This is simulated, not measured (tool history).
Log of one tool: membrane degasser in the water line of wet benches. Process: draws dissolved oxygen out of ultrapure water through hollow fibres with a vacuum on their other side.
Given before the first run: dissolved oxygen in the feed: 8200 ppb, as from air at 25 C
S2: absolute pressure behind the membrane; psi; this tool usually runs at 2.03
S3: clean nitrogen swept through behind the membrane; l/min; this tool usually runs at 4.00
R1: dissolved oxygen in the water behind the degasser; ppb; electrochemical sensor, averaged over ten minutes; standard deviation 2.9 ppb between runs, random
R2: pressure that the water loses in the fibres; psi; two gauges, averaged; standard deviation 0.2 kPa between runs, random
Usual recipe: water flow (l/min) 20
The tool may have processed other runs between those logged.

{"run": 1, "hour": 0.0, "water flow (l/min)": 20, "S2": 2.03, "S3": 4.0, "R1": 307.2, "R2": 7.493}
{"run": 2, "hour": 161.4, "water flow (l/min)": 20, "S2": 2.03, "S3": 4.0, "R1": 303.0, "R2": 7.542}
{"run": 3, "hour": 335.7, "water flow (l/min)": 18, "S2": 2.03, "S3": 4.0, "R1": 255.8, "R2": 6.802}
{"hour": 546.2, "done": "vacuum gauge calibrated"}
{"run": 4, "hour": 573.7, "water flow (l/min)": 18, "S2": 2.03, "S3": 4.0, "R1": 250.1, "R2": 6.812}
{"run": 5, "hour": 751.7, "water flow (l/min)": 20, "S2": 2.03, "S3": 2.8, "R1": 359.6, "R2": 7.517}
{"run": 6, "hour": 936.3, "water flow (l/min)": 20, "S2": 2.03, "S3": 4.0, "R1": 305.5, "R2": 7.559}
{"run": 7, "hour": 1167.1, "water flow (l/min)": 20, "S2": 2.03, "S3": 3.53, "R1": 327.1, "R2": 7.533}
{"run": 8, "hour": 1319.0, "water flow (l/min)": 20, "S2": 2.03, "S3": 5.37, "R1": 276.3, "R2": 7.539}
{"run": 9, "hour": 1482.9, "water flow (l/min)": 20, "S2": 2.03, "S3": 4.0, "R1": 312.5, "R2": 7.562}
{"run": 10, "hour": 1697.5, "water flow (l/min)": 20, "S2": 2.03, "S3": 4.0, "R1": 309.5, "R2": 7.623}
{"run": 11, "hour": 1859.9, "water flow (l/min)": 20, "S2": 2.03, "S3": 4.0, "R1": 314.9, "R2": 7.549}
{"run": 12, "hour": 2083.6, "water flow (l/min)": 20, "S2": 2.03, "S3": 4.0, "R1": 316.9, "R2": 7.572}
{"hour": 2153.9, "done": "vacuum gauge calibrated, once more"}
{"run": 13, "hour": 2322.3, "water flow (l/min)": 20, "S2": 2.03, "S3": 4.0, "R1": 308.0, "R2": 7.529}
{"run": 14, "hour": 2504.0, "water flow (l/min)": 20, "S2": 2.03, "S3": 4.0, "R1": 310.8, "R2": 7.555}
{"run": 15, "hour": 2657.0, "water flow (l/min)": 20, "S2": 2.03, "S3": 1.98, "R1": 435.0, "R2": 7.572}
{"run": 16, "hour": 2842.8, "water flow (l/min)": 20, "S2": 1.94, "S3": 4.0, "R1": 306.3, "R2": 7.559}
{"run": 17, "hour": 3072.1, "water flow (l/min)": 28, "S2": 2.03, "S3": 4.0, "R1": 535.0, "R2": 10.607}
{"run": 18, "hour": 3194.8, "water flow (l/min)": 20, "S2": 4.25, "S3": 4.0, "R1": 480.6, "R2": 7.591}
{"run": 19, "hour": 3405.1, "water flow (l/min)": 27, "S2": 2.03, "S3": 8.07, "R1": 432.6, "R2": 10.263}
{"run": 20, "hour": 3598.0, "water flow (l/min)": 19, "S2": 2.03, "S3": 3.45, "R1": 303.6, "R2": 7.162}
{"run": 21, "hour": 3760.2, "water flow (l/min)": 19, "S2": 2.07, "S3": 2.65, "R1": 347.9, "R2": 7.275}
{"run": 22, "hour": 3916.1, "water flow (l/min)": 16, "S2": 1.87, "S3": 2.46, "R1": 261.3, "R2": 6.077}
{"hour": 4097.6, "done": "seals of the vacuum lines changed"}
{"run": 23, "hour": 4126.2, "water flow (l/min)": 13, "S2": 3.29, "S3": 3.12, "R1": 248.3, "R2": 4.949}
{"run": 24, "hour": 4273.8, "water flow (l/min)": 13, "S2": 3.29, "S3": 3.12, "R1": 255.7, "R2": 4.95}

Run 25 has not been measured yet. What should we expect?
{"run": 25, "hour": 4442.6, "water flow (l/min)": 21, "S2": 1.73, "S3": 2.55, "R1": "?", "R2": "?"}

R1: 379.0 ppb
R2: 8.025 psi
With no hidden state in the tool, this same run would have given R1 350.1 ppb, R2 7.739 psi.
